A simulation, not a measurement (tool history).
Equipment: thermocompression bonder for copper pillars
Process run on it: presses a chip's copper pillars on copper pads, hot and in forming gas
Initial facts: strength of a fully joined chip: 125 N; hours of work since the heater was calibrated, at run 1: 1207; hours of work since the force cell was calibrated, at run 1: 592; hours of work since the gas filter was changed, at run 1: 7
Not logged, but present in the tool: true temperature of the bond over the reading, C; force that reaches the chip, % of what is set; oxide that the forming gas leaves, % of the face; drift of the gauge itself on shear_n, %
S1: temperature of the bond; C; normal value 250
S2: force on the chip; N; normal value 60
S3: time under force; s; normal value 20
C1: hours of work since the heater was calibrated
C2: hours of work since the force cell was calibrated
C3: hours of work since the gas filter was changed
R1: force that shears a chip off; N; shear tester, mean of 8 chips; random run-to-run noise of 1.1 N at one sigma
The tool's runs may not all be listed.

Run 1, hour 0.0: usual settings; C1 1207; C2 592; C3 7. Result: R1 87.5 N.
Run 2, hour 43.1: usual settings; C1 1238; C2 622; C3 38. Result: R1 87.4 N.
Run 3, hour 78.4: usual settings; C1 1263; C2 648; C3 63. Result: R1 83.8 N.
Run 4, hour 119.0: usual settings; C1 1292; C2 677; C3 92. Result: R1 83.9 N.
Run 5, hour 202.0: usual settings; C1 1351; C2 736; C3 152. Result: R1 82.5 N.
At hour 244.0: forming gas filter changed.
Run 6, hour 248.5: usual settings; C1 1384; C2 769; C3 3. Result: R1 86.3 N.
Run 7, hour 286.1: usual settings; C1 1411; C2 796; C3 30. Result: R1 86.2 N.
At hour 314.9: heater calibrated with a thermocouple chip.
Run 8, hour 329.3: usual settings; C1 10; C2 825; C3 59. Result: R1 90.6 N.
Run 9, hour 384.7: usual settings; C1 50; C2 865; C3 99. Result: R1 90.2 N.
Run 10, hour 457.4: usual settings; C1 102; C2 916; C3 151. Result: R1 87.3 N.
At hour 498.9: forming gas filter changed.
Run 11, hour 505.8: usual settings; C1 136; C2 951; C3 5. Result: R1 91.6 N.
Run 12, hour 588.6: usual settings; C1 195; C2 1010; C3 64. Result: R1 88.5 N.
Run 13, hour 631.9: usual settings; C1 226; C2 1041; C3 95. Result: R1 87.5 N.
Run 14, hour 686.2: usual settings; C1 265; C2 1079; C3 134. Result: R1 87.4 N.
Run 15, hour 741.5: usual settings; C1 304; C2 1119; C3 173. Result: R1 83.2 N.
At hour 752.3: forming gas filter changed.
Run 16, hour 818.7: usual settings; C1 359; C2 1174; C3 47. Result: R1 89.7 N.
Run 17, hour 900.3: usual settings but S3 14 s; C1 417; C2 1232; C3 106. Result: R1 78.9 N.
Run 18, hour 942.1: usual settings; C1 447; C2 1262; C3 136. Result: R1 84.4 N.
At hour 1008.1: forming gas filter changed.
Run 19, hour 1024.4: usual settings but S1 257 C; C1 506; C2 1320; C3 12. Result: R1 94.6 N.
Run 20, hour 1095.8: usual settings but S1 257 C, S2 39 N; C1 557; C2 1371; C3 63. Result: R1 77.4 N.
Run 21, hour 1137.1: usual settings but S2 83 N, S3 45 s; C1 586; C2 1401; C3 92. Result: R1 110.2 N.
Run 22, hour 1182.4: usual settings but S1 280 C, S2 44 N, S3 23 s; C1 618; C2 1433; C3 124. Result: R1 98.3 N.
Run 23, hour 1223.2: usual settings but S1 276 C, S2 36 N; C1 648; C2 1462; C3 154. Result: R1 85.1 N.
At hour 1267.8: forming gas filter changed.
Run 24, hour 1276.3: usual settings but S1 251 C, S2 46 N; C1 685; C2 1500; C3 6. Result: R1 79.1 N.
Run 25, hour 1331.7: usual settings but S1 279 C, S2 50 N, S3 19 s; C1 725; C2 1539; C3 46. Result: R1 100.0 N.
Run 26, hour 1407.3: usual settings but S1 271 C, S2 89 N; C1 779; C2 1593; C3 100. Result: R1 108.5 N.
Run 27, hour 1471.3: usual settings but S1 232 C, S2 82 N, S3 10 s; C1 824; C2 1639; C3 145. Result: R1 62.2 N.
At hour 1521.1: forming gas filter changed.
Run 28, hour 1521.1: usual settings but S1 265 C, S3 25 s; C1 860; C2 1674; C3 0. Result: R1 104.4 N.
Run 29, hour 1570.5: usual settings but S1 265 C, S3 25 s; C1 895; C2 1710; C3 35. Result: R1 101.9 N.
Run 30, hour 1645.5: usual settings but S1 265 C, S3 25 s; C1 948; C2 1763; C3 89. Result: R1 98.2 N.
Run 31, hour 1725.0: usual settings but S1 256 C, S2 61 N; C1 1005; C2 1820; C3 146. Result: R1 88.5 N.
At hour 1776.6: forming gas filter changed.
Run 32, hour 1808.0: usual settings but S1 256 C, S2 61 N; C1 1064; C2 1879; C3 22. Result: R1 88.3 N.
Run 33, hour 1868.4: usual settings but S2 49 N, S3 50 s; C1 1107; C2 1922; C3 66. Result: R1 96.0 N.
Run 34, hour 1929.8: usual settings but S1 253 C, S2 38 N, S3 15 s; C1 1151; C2 1966; C3 109. Result: R1 63.7 N.
Run 35, hour 1966.2: usual settings but S1 253 C, S2 38 N, S3 15 s; C1 1177; C2 1992; C3 135. Result: R1 60.3 N.
At hour 2034.1: force cell calibrated.
At hour 2034.6: forming gas filter changed.
Run 36, hour 2038.5: usual settings but S1 253 C, S2 38 N, S3 26 s; C1 1227; C2 3; C3 3. Result: R1 77.9 N.
Run 37, hour 2114.2: usual settings but S1 255 C, S2 46 N, S3 14 s; C1 1281; C2 57; C3 57. Result: R1 70.8 N.
Run 38, hour 2166.2: usual settings but S1 255 C, S2 46 N, S3 14 s; C1 1319; C2 94; C3 94. Result: R1 71.9 N.
Run 39, hour 2215.9: usual settings but S1 277 C, S2 90 N, S3 13 s; C1 1354; C2 129; C3 129. Result: R1 104.6 N.

3 ways to go on from here, each from the tool as it stands after run 39. What would each give?
Run A, hour 2262.2: usual settings but S1 249 C; C1 1387; C2 163; C3 163. Result: R1 ?.
Run B, hour 2262.2: usual settings but S1 262 C, S2 66 N, S3 13 s; C1 1387; C2 163; C3 163. Result: R1 ?.
Run C, hour 2262.2: usual settings but S1 256 C, S2 90 N, S3 19 s; C1 1387; C2 163; C3 163. Result: R1 ?.

run    R1
  A  79.9
  B  82.4
  C  96.7
With no hidden state in the tool, these same runs would have given:
run     R1
  A   91.7
  B   94.0
  C  108.1
